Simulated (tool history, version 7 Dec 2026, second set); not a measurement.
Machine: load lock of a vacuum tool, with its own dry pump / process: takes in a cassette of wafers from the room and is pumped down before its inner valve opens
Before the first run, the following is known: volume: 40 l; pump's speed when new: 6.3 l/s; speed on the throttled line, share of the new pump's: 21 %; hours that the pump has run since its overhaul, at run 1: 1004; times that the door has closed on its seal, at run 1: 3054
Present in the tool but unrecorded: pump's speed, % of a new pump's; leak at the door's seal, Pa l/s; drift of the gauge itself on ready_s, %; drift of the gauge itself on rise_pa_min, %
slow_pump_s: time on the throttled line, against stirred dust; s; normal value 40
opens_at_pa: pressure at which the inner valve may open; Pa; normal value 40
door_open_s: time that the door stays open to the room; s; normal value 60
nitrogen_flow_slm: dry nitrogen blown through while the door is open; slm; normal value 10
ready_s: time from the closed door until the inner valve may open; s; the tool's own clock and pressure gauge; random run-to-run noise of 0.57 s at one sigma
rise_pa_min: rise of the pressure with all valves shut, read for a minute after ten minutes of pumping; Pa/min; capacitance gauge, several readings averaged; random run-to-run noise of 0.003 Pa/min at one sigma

run	hour	slow_pump_s	opens_at_pa	door_open_s	nitrogen_flow_slm	hours that the pump has run since its overhaul	times that the door has closed on its seal	incoming humidity of the room's air, %	ready_s	rise_pa_min
1	0	40	40	60	10	1004	3054	47.2	81	0.041
2	70.1	36	40	60	10	1074	3324	44.8	79.1	0.037
3	147.1	36	40	60	10	1151	3621	43.6	77.8	0.034
4	228.8	40	40	60	10	1233	3935	43.4	81.6	0.033
5	273.4	40	40	60	10	1277	4107	42.9	81.7	0.033
6	346.2	40	40	60	10	1350	4387	48	81.1	0.042
7	405.9	40	40	60	10	1410	4617	44.6	81.7	0.034
8	468.7	40	74	60	10	1473	4859	47.3	77.5	0.038
9	555.1	40	74	60	10	1559	5192	44.2	77.7	0.042
10	600.9	40	74	60	10	1605	5368	46.3	77.4	0.038
11	671.3	40	74	60	41	1675	5639	42.2	77.7	0.016
12	757.5	40	40	60	10	1761	5971	45.4	81.5	0.037
13	849.5	40	40	40	10	1853	6325	45.4	81.4	0.033
14	897.5	40	45	60	10	1901	6510	44	81	0.037
15	971	40	33	60	10	1975	6794	43.5	82.8	0.029
16	1057.8	40	33	60	10	2062	7128	42.6	83.2	0.035
17	1122.9	25	40	60	10	2127	7378	44	70.2	0.032
18	1163.2	25	40	60	10	2167	7534	48.4	70.5	0.044
19	1232.6	52	39	37	18	2236	7801	44	91.8	0.025
20	1291.7	60	39	37	36	2296	8028	45.1	97	0.012
21	1355.9	60	39	37	36	2360	8276	42.6	97.5	0.014
22	1441	60	39	37	36	2445	8603	45.2	96.3	0.013
23	1519.8	60	39	37	36	2524	8907	43.9	97.2	0.015
24	1587.9	36	39	26	36	2592	9169	47.4	78	0.019
25	1642.9	38	30	33	16	2647	9381	44.4	81.4	0.028
26	1682.8	38	30	33	16	2687	9534	48.2	82.2	0.033
27	1746.3	21	40	151	10	2750	9779	46.1	66.6	0.06
28	1830.2	38	40	123	10	2834	10102	41.8	80.9	0.051
29	1900.9	38	40	123	10	2905	10375	45.1	80.3	0.052
30	1989.4	38	40	123	10	2993	10715	43.4	79.6	0.048
31	2030.9	24	71	60	10	3035	10875	45.4	65.2	0.035
32	2112.7	40	63	31	5	3117	11190	44.9	78.8	0.036
33	2194.5	40	63	31	5	3198	11505	45.6	78.1	0.036
34	2258.3	40	63	31	5	3262	11751	47.3	78.9	0.036
35	2318.9	40	63	31	5	3323	11984	44.5	78.1	0.033
36	2366.6	40	63	31	5	3371	12168	44.8	78.3	0.034

Each row is a separate what-if for the run after 36, all from the same tool condition, not one after another. Results?
A	2441.8	49	65	60	13	3446	12457	43.5	?	?
B	2441.8	31	32	31	5	3446	12457	46	?	?
C	2441.8	58	32	31	20	3446	12457	42.7	?	?

run	ready_s	rise_pa_min
A	84.9	0.031
B	75.5	0.034
C	96.1	0.021
Take away the tool's hidden state, keep each run's random variation, and the runs would have read:
run	ready_s	rise_pa_min
A	84.9	0.03
B	75.5	0.033
C	96.1	0.021
